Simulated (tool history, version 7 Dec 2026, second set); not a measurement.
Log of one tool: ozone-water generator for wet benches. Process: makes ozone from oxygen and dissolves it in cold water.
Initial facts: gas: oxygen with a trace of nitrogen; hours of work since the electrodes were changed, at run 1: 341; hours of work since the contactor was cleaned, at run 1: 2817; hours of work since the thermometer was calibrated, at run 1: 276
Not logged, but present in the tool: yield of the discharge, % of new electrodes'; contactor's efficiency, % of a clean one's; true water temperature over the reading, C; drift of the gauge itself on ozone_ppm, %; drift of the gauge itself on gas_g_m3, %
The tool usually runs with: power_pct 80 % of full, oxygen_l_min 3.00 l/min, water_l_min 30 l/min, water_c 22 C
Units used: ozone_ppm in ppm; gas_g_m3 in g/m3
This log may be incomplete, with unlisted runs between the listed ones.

| run | hour | power_pct | oxygen_l_min | water_l_min | water_c | hours of work since the electrodes were changed | hours of work since the contactor was cleaned | hours of work since the thermometer was calibrated | ozone_ppm | gas_g_m3 |
|---|---|---|---|---|---|---|---|---|---|---|
| 1 | 0.0 | 80 | 3.00 | 30 | 22 | 341 | 2817 | 276 | 12.0 | 237.8 |
| 2 | 44.5 | 80 | 3.00 | 30 | 22 | 370 | 2846 | 305 | 11.6 | 240.5 |
| 3 | 101.3 | 80 | 3.00 | 30 | 22 | 407 | 2883 | 343 | 11.8 | 239.2 |
| 4 | 145.9 | 80 | 3.00 | 19 | 22 | 437 | 2913 | 372 | 18.3 | 238.0 |
| 5 | 214.6 | 80 | 3.00 | 19 | 22 | 482 | 2958 | 417 | 18.2 | 236.8 |
| 6 | 263.8 | 80 | 3.00 | 30 | 22 | 514 | 2990 | 450 | 11.8 | 240.3 |
| 7 | 304.1 | 80 | 3.00 | 30 | 22 | 541 | 3017 | 476 | 11.8 | 239.5 |
| 8 | 357.0 | 80 | 3.00 | 30 | 22 | 576 | 3052 | 511 | 11.7 | 236.7 |
| 9 | 398.9 | 80 | 3.00 | 30 | 22 | 603 | 3079 | 539 | 11.7 | 238.5 |
| 10 | 451.8 | 41 | 3.00 | 30 | 22 | 638 | 3114 | 574 | 7.0 | 141.9 |
| 11 | 507.6 | 80 | 2.59 | 30 | 22 | 675 | 3151 | 610 | 11.1 | 248.6 |
| 12 | 547.4 | 80 | 2.59 | 30 | 22 | 701 | 3177 | 637 | 10.9 | 247.2 |
| 13 | 580.3 | 80 | 4.00 | 30 | 22 | 723 | 3199 | 658 | 13.2 | 218.9 |
| 14 | 637.2 | 80 | 3.00 | 30 | 22 | 760 | 3236 | 696 | 11.9 | 235.2 |
| 15 | 694.8 | 80 | 3.00 | 24 | 22 | 798 | 3274 | 734 | 14.3 | 238.0 |
| 16 | 749.5 | 80 | 3.00 | 30 | 22 | 834 | 3310 | 770 | 11.8 | 236.3 |
| 17 | 827.5 | 80 | 3.00 | 32 | 22 | 885 | 3361 | 821 | 10.9 | 237.8 |
| 18 | 878.8 | 59 | 3.09 | 32 | 14 | 919 | 3395 | 855 | 9.5 | 185.0 |
| 19 | 915.3 | 68 | 3.78 | 30 | 22 | 943 | 3419 | 879 | 11.3 | 193.9 |
| 20 | 949.3 | 99 | 3.78 | 21 | 22 | 966 | 3442 | 901 | 20.4 | 258.2 |
| 21 | 1013.9 | 65 | 1.55 | 30 | 22 | 1008 | 3484 | 944 | 7.1 | 244.1 |
| 22 | 1050.1 | 65 | 1.55 | 30 | 22 | 1032 | 3508 | 968 | 7.2 | 245.6 |
| 23 | 1122.3 | 58 | 3.00 | 30 | 22 | 1079 | 3555 | 1015 | 9.2 | 185.1 |
| 24 | 1185.7 | 71 | 1.90 | 30 | 22 | 1121 | 3597 | 1057 | 8.4 | 247.5 |
| 25 | 1239.4 | 90 | 1.98 | 30 | 22 | 1157 | 3633 | 1092 | 10.5 | 293.2 |
| 26 | 1303.2 | 90 | 4.58 | 33 | 22 | 1199 | 3675 | 1134 | 13.6 | 228.0 |
| 27 | 1370.1 | 90 | 4.58 | 33 | 22 | 1243 | 3719 | 1178 | 13.8 | 224.9 |
| 28 | 1416.4 | 90 | 4.58 | 33 | 22 | 1273 | 3749 | 1209 | 13.5 | 225.1 |
| 29 | 1481.3 | 80 | 4.03 | 19 | 19 | 1316 | 3792 | 1251 | 19.7 | 213.6 |
| 30 | 1525.9 | 48 | 2.07 | 23 | 15 | 1345 | 3821 | 1281 | 9.0 | 178.2 |
| 31 | 1599.8 | 72 | 3.26 | 37 | 22 | 1394 | 3870 | 1329 | 8.7 | 211.1 |
| 32 | 1647.8 | 72 | 3.26 | 37 | 22 | 1425 | 3901 | 1361 | 8.8 | 209.8 |

Consider 5 possible next runs. They are alternatives, not a sequence: every one starts from the tool as it was left by run 32. What does each give?
| A | 1722.4 | 77 | 3.00 | 30 | 22 | 1474 | 3951 | 1410 | ? | ? |
| B | 1722.4 | 85 | 1.59 | 30 | 22 | 1474 | 3951 | 1410 | ? | ? |
| C | 1722.4 | 50 | 3.00 | 30 | 22 | 1474 | 3951 | 1410 | ? | ? |
| D | 1722.4 | 87 | 3.00 | 30 | 28 | 1474 | 3951 | 1410 | ? | ? |
| E | 1722.4 | 80 | 3.77 | 30 | 22 | 1474 | 3951 | 1410 | ? | ? |

| run | ozone_ppm | gas_g_m3 |
|---|---|---|
| A | 10.8 | 224.9 |
| B | 8.5 | 295.6 |
| C | 7.9 | 164.8 |
| D | 11.5 | 248.2 |
| E | 12.5 | 216.6 |
With no hidden state in the tool, these same runs would have given:
| run | ozone_ppm | gas_g_m3 |
|---|---|---|
| A | 12.0 | 233.4 |
| B | 9.5 | 307.5 |
| C | 8.6 | 169.0 |
| D | 12.8 | 258.5 |
| E | 13.9 | 225.0 |
